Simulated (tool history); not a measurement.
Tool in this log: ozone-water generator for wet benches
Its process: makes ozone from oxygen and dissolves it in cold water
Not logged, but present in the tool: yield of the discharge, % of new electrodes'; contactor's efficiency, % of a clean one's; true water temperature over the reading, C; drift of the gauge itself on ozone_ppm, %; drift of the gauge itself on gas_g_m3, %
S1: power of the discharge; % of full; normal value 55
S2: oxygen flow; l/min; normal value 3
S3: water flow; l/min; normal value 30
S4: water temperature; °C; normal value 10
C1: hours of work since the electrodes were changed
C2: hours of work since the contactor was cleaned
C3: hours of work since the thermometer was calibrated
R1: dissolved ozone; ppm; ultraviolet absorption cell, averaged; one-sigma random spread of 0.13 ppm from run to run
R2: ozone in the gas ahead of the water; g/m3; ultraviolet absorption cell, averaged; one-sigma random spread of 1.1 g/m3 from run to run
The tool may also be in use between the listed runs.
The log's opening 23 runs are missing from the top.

Run 24, day 58.808: usual settings but S2 1.94 l/min, S4 6 °C; C1 993; C2 2461; C3 1483. Result: R1 11.4 ppm, R2 238 g/m3.
Run 25, day 61.967: usual settings but S2 1.94 l/min, S4 6 °C; C1 1044; C2 2512; C3 1533. Result: R1 11.6 ppm, R2 239.9 g/m3.
Run 26, day 65.042: usual settings but S1 72 % of full, S2 4.88 l/min, S4 15 °C; C1 1093; C2 2561; C3 1582. Result: R1 17.9 ppm, R2 184.5 g/m3.
Run 27, day 66.646: usual settings but S1 72 % of full, S2 2.27 l/min; C1 1119; C2 2587; C3 1608. Result: R1 14.8 ppm, R2 273.5 g/m3.
Run 28, day 70.012: usual settings but S1 72 % of full, S2 4.76 l/min; C1 1173; C2 2641; C3 1662. Result: R1 18.5 ppm, R2 188.9 g/m3.
Run 29, day 73.675: usual settings but S1 72 % of full, S2 4.76 l/min; C1 1231; C2 2699; C3 1721. Result: R1 18.7 ppm, R2 189.3 g/m3.
Run 30, day 76.292: usual settings but S2 3.48 l/min; C1 1273; C2 2741; C3 1762. Result: R1 14 ppm, R2 180 g/m3.
Run 31, day 79.604: usual settings but S1 52 % of full, S2 4.03 l/min; C1 1326; C2 2794; C3 1815. Result: R1 13.5 ppm, R2 160.3 g/m3.
Run 32, day 82.008: usual settings but S1 67 % of full, S2 4.82 l/min, S3 24 l/min, S4 11 °C; C1 1364; C2 2833; C3 1854. Result: R1 21.1 ppm, R2 178.5 g/m3.

Below are 4 alternative next runs, each starting from the tool's condition after run 32. Predict each:
Run A, day 84.621: usual settings but S2 3.86 l/min; C1 1406; C2 2875; C3 1896. Result: R1 ?, R2 ?.
Run B, day 84.621: usual settings but S1 60 % of full, S2 2.02 l/min, S3 22 l/min, S4 11 °C; C1 1406; C2 2875; C3 1896. Result: R1 ?, R2 ?.
Run C, day 84.621: usual settings but S1 79 % of full, S2 2.22 l/min, S3 44 l/min, S4 11 °C; C1 1406; C2 2875; C3 1896. Result: R1 ?, R2 ?.
Run D, day 84.621: usual settings but S1 65 % of full, S2 3.97 l/min, S3 34 l/min; C1 1406; C2 2875; C3 1896. Result: R1 ?, R2 ?.

run    R1     R2
  A  14.1  170.9
  B  17.1  251.7
  C  10.6  295.6
  D  14.4  190.9
Without the tool's unlogged condition, the same runs would have read:
run    R1     R2
  A  14.2  170.9
  B  17.1  251.9
  C  10.7  295.8
  D  14.4    191
